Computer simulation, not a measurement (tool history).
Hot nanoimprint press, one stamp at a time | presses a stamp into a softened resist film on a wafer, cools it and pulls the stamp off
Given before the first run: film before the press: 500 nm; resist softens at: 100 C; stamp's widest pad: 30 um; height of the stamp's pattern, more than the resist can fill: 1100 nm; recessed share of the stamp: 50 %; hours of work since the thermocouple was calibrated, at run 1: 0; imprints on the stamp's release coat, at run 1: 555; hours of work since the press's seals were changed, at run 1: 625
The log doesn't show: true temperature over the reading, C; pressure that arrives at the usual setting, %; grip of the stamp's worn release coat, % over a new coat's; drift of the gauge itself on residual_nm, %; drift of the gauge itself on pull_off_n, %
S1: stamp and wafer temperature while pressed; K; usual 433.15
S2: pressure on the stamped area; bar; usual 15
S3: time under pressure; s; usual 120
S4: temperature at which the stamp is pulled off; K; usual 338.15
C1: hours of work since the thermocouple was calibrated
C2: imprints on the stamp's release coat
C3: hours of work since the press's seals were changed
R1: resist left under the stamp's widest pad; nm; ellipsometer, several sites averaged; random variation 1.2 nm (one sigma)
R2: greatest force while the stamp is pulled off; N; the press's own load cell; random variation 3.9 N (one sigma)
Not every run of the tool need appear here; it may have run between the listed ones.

{"run": 1, "hour": 0.0, "S1": 433.15, "S2": 15, "S3": 120, "S4": 338.15, "C1": 0, "C2": 555, "C3": 625, "R1": 281.1, "R2": 186}
{"run": 2, "hour": 15.6, "S1": 433.15, "S2": 15, "S3": 120, "S4": 338.15, "C1": 12, "C2": 643, "C3": 637, "R1": 277.9, "R2": 187}
{"run": 3, "hour": 36.4, "S1": 433.15, "S2": 15, "S3": 120, "S4": 338.15, "C1": 27, "C2": 761, "C3": 652, "R1": 281.9, "R2": 182}
{"run": 4, "hour": 57.9, "S1": 433.15, "S2": 15, "S3": 120, "S4": 338.15, "C1": 42, "C2": 882, "C3": 667, "R1": 281.6, "R2": 189}
{"hour": 72.4, "done": "press's hydraulic seals changed and the load cell set to zero"}
{"run": 5, "hour": 85.4, "S1": 433.15, "S2": 15, "S3": 120, "S4": 323.15, "C1": 56, "C2": 992, "C3": 9, "R1": 281.4, "R2": 231}
{"run": 6, "hour": 105.2, "S1": 433.15, "S2": 15, "S3": 120, "S4": 323.15, "C1": 71, "C2": 1103, "C3": 24, "R1": 282.7, "R2": 240}
{"run": 7, "hour": 126.4, "S1": 430.15, "S2": 15, "S3": 120, "S4": 338.15, "C1": 86, "C2": 1223, "C3": 39, "R1": 304.5, "R2": 191}
{"run": 8, "hour": 145.7, "S1": 430.15, "S2": 15, "S3": 120, "S4": 338.15, "C1": 100, "C2": 1332, "C3": 53, "R1": 304.9, "R2": 185}
{"run": 9, "hour": 158.1, "S1": 430.15, "S2": 15, "S3": 120, "S4": 338.15, "C1": 109, "C2": 1402, "C3": 62, "R1": 304.8, "R2": 185}
{"run": 10, "hour": 174.4, "S1": 430.15, "S2": 15, "S3": 120, "S4": 338.15, "C1": 120, "C2": 1494, "C3": 74, "R1": 306.4, "R2": 191}
{"run": 11, "hour": 188.8, "S1": 430.15, "S2": 15, "S3": 120, "S4": 338.15, "C1": 131, "C2": 1575, "C3": 84, "R1": 305.7, "R2": 189}
{"run": 12, "hour": 200.8, "S1": 433.15, "S2": 15, "S3": 120, "S4": 338.15, "C1": 139, "C2": 1643, "C3": 93, "R1": 283.5, "R2": 194}
{"run": 13, "hour": 217.9, "S1": 431.15, "S2": 15, "S3": 120, "S4": 338.15, "C1": 152, "C2": 1739, "C3": 105, "R1": 300.5, "R2": 187}
{"run": 14, "hour": 230.8, "S1": 431.15, "S2": 15, "S3": 120, "S4": 338.15, "C1": 161, "C2": 1812, "C3": 114, "R1": 298.7, "R2": 189}
{"run": 15, "hour": 242.6, "S1": 433.15, "S2": 15, "S3": 131, "S4": 338.15, "C1": 170, "C2": 1879, "C3": 123, "R1": 277.4, "R2": 197}
{"run": 16, "hour": 264.7, "S1": 433.15, "S2": 15, "S3": 131, "S4": 338.15, "C1": 186, "C2": 2004, "C3": 139, "R1": 276.5, "R2": 191}
{"run": 17, "hour": 277.1, "S1": 432.15, "S2": 11.3, "S3": 143, "S4": 338.15, "C1": 195, "C2": 2074, "C3": 148, "R1": 319.5, "R2": 189}
{"run": 18, "hour": 291.9, "S1": 433.15, "S2": 11.3, "S3": 143, "S4": 341.15, "C1": 205, "C2": 2157, "C3": 158, "R1": 310.5, "R2": 182}
{"run": 19, "hour": 301.4, "S1": 442.15, "S2": 15, "S3": 218, "S4": 338.15, "C1": 212, "C2": 2211, "C3": 165, "R1": 185.2, "R2": 194}
{"hour": 330.1, "done": "stamp cleaned and given a new release coat"}
{"run": 20, "hour": 330.1, "S1": 442.15, "S2": 15, "S3": 218, "S4": 338.15, "C1": 228, "C2": 0, "C3": 182, "R1": 185.6, "R2": 197}
{"run": 21, "hour": 351.7, "S1": 430.15, "S2": 15, "S3": 120, "S4": 338.15, "C1": 244, "C2": 122, "C3": 197, "R1": 306.6, "R2": 187}
{"run": 22, "hour": 369.8, "S1": 430.15, "S2": 15, "S3": 120, "S4": 338.15, "C1": 257, "C2": 223, "C3": 210, "R1": 309.9, "R2": 186}
{"run": 23, "hour": 388.4, "S1": 444.15, "S2": 14, "S3": 152, "S4": 345.15, "C1": 271, "C2": 329, "C3": 224, "R1": 208.3, "R2": 168}
{"run": 24, "hour": 407.7, "S1": 431.15, "S2": 17.4, "S3": 130, "S4": 345.15, "C1": 284, "C2": 438, "C3": 238, "R1": 273.8, "R2": 166}
{"run": 25, "hour": 422.1, "S1": 436.15, "S2": 12.5, "S3": 107, "S4": 341.15, "C1": 295, "C2": 519, "C3": 248, "R1": 300.1, "R2": 182}
{"run": 26, "hour": 442.7, "S1": 433.15, "S2": 9.7, "S3": 206, "S4": 327.15, "C1": 310, "C2": 635, "C3": 263, "R1": 304.6, "R2": 222}
{"hour": 455.7, "done": "plate thermocouple calibrated"}
{"run": 27, "hour": 461.3, "S1": 432.15, "S2": 15, "S3": 61, "S4": 338.15, "C1": 4, "C2": 723, "C3": 274, "R1": 350.5, "R2": 195}
{"run": 28, "hour": 481.2, "S1": 433.15, "S2": 15, "S3": 116, "S4": 337.15, "C1": 18, "C2": 835, "C3": 288, "R1": 290.3, "R2": 191}
{"run": 29, "hour": 496.3, "S1": 433.15, "S2": 15, "S3": 61, "S4": 341.15, "C1": 29, "C2": 921, "C3": 299, "R1": 342.1, "R2": 181}

Forecast each of these 3 alternatives for the next run:
{"run": "A", "hour": 515.5, "S1": 439.15, "S2": 18, "S3": 61, "S4": 324.15, "C1": 43, "C2": 1029, "C3": 313, "R1": "?", "R2": "?"}
{"run": "B", "hour": 515.5, "S1": 430.15, "S2": 21.3, "S3": 107, "S4": 341.15, "C1": 43, "C2": 1029, "C3": 313, "R1": "?", "R2": "?"}
{"run": "C", "hour": 515.5, "S1": 433.15, "S2": 15, "S3": 120, "S4": 344.15, "C1": 43, "C2": 1029, "C3": 313, "R1": "?", "R2": "?"}

run=A R1=271.3 R2=225
run=B R1=268.8 R2=177
run=C R1=286.8 R2=176
Had the tool no hidden state, the same runs would have come out as:
run=A R1=265 R2=223
run=B R1=262.5 R2=176
run=C R1=280.2 R2=175

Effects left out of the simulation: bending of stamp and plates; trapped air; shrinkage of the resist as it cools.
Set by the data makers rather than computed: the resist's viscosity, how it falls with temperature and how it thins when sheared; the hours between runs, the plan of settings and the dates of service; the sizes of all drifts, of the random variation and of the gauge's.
